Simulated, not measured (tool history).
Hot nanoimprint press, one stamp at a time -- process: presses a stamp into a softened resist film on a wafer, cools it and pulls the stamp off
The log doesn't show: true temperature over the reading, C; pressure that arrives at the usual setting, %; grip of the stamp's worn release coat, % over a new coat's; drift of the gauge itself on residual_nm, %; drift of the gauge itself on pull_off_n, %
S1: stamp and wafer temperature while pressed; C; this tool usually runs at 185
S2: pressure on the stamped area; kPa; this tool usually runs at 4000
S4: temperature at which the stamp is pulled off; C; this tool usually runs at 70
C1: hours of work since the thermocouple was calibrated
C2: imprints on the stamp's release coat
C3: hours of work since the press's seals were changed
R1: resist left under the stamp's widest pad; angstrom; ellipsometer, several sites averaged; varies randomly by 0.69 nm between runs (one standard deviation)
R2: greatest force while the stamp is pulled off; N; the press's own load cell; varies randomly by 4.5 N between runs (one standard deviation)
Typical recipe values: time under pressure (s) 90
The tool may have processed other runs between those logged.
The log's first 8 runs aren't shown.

Run 9, hour 267.3: usual settings; C1 102; C2 866; C3 145. Result: R1 850 angstrom, R2 297 N.
At hour 296.8: plate thermocouple calibrated, once more.
Run 10, hour 299.8: usual settings but S1 194 C; C1 2; C2 946; C3 163. Result: R1 634 angstrom, R2 284 N.
Run 11, hour 335.8: usual settings but S1 194 C; C1 25; C2 1045; C3 186. Result: R1 636 angstrom, R2 290 N.
Run 12, hour 359.4: usual settings; C1 40; C2 1109; C3 201. Result: R1 826 angstrom, R2 302 N.
Run 13, hour 387.8: usual settings; C1 58; C2 1186; C3 219. Result: R1 823 angstrom, R2 308 N.
Run 14, hour 404.6: usual settings; C1 68; C2 1232; C3 230. Result: R1 808 angstrom, R2 317 N.
Run 15, hour 423.3: usual settings; C1 80; C2 1282; C3 242. Result: R1 815 angstrom, R2 321 N.
Run 16, hour 444.8: usual settings but S2 4630 kPa; C1 94; C2 1341; C3 255. Result: R1 763 angstrom, R2 327 N.
Run 17, hour 474.6: usual settings but S2 4630 kPa, S4 77 C; C1 113; C2 1422; C3 274. Result: R1 768 angstrom, R2 278 N.
Run 18, hour 495.0: usual settings but S1 182 C, S2 3120 kPa; C1 126; C2 1478; C3 287. Result: R1 986 angstrom, R2 332 N.
Run 19, hour 533.9: usual settings but S1 182 C, S2 3120 kPa; C1 150; C2 1583; C3 312. Result: R1 991 angstrom, R2 334 N.
Run 20, hour 557.0: usual settings but S2 3860 kPa, S4 68 C; C1 165; C2 1646; C3 326. Result: R1 837 angstrom, R2 353 N.
Run 21, hour 594.6: usual settings but S1 181 C, S2 4290 kPa, S4 73 C; C1 189; C2 1749; C3 350. Result: R1 900 angstrom, R2 337 N.
Run 22, hour 613.3: usual settings but S1 181 C, S2 4290 kPa, S4 73 C; C1 201; C2 1800; C3 362. Result: R1 895 angstrom, R2 346 N.
Run 23, hour 643.1: usual settings but S1 188 C, S2 4290 kPa, S4 73 C; C1 220; C2 1881; C3 381. Result: R1 741 angstrom, R2 342 N.
Run 24, hour 662.8: usual settings but S1 188 C, S2 4290 kPa, S4 73 C; C1 232; C2 1934; C3 394. Result: R1 752 angstrom, R2 336 N.
Run 25, hour 702.9: usual settings but S1 189 C, S2 5200 kPa; C1 258; C2 2043; C3 419. Result: R1 662 angstrom, R2 379 N.
Run 26, hour 733.5: usual settings but S1 189 C, S2 5200 kPa; C1 277; C2 2127; C3 438. Result: R1 656 angstrom, R2 387 N.
Run 27, hour 763.1: usual settings but S2 3460 kPa, S4 56 C; C1 296; C2 2207; C3 457. Result: R1 889 angstrom, R2 497 N.
At hour 784.6: plate thermocouple calibrated.
Run 28, hour 804.9: usual settings but S2 3460 kPa, S4 56 C; C1 13; C2 2313; C3 482. Result: R1 880 angstrom, R2 490 N.
Run 29, hour 822.1: usual settings but S1 197 C, S2 3460 kPa, S4 56 C; C1 24; C2 2360; C3 493. Result: R1 633 angstrom, R2 483 N.
Run 30, hour 855.9: usual settings but S1 197 C, S2 5260 kPa, S4 62 C; C1 45; C2 2451; C3 514. Result: R1 513 angstrom, R2 455 N.
At hour 869.6: stamp cleaned and given a new release coat.
Run 31, hour 886.0: usual settings but S1 197 C, S2 5260 kPa, time under pressure (s) 172, S4 62 C; C1 61; C2 45; C3 529. Result: R1 397 angstrom, R2 268 N.

Below are 3 alternative next runs, each starting from the tool's condition after run 31. Predict each:
Run A, hour 915.2: usual settings but S1 175 C, time under pressure (s) 91, S4 69 C; C1 79; C2 124; C3 548. Result: R1 ?, R2 ?.
Run B, hour 915.2: usual settings but S2 5260 kPa, time under pressure (s) 172, S4 77 C; C1 79; C2 124; C3 548. Result: R1 ?, R2 ?.
Run C, hour 915.2: usual settings but S1 193 C, S2 6180 kPa, time under pressure (s) 172, S4 63 C; C1 79; C2 124; C3 548. Result: R1 ?, R2 ?.

run    R1   R2
  A  1072  244
  B   543  194
  C   403  263
Without the tool's unlogged condition, the same runs would have read:
run    R1   R2
  A  1055  235
  B   528  187
  C   389  254

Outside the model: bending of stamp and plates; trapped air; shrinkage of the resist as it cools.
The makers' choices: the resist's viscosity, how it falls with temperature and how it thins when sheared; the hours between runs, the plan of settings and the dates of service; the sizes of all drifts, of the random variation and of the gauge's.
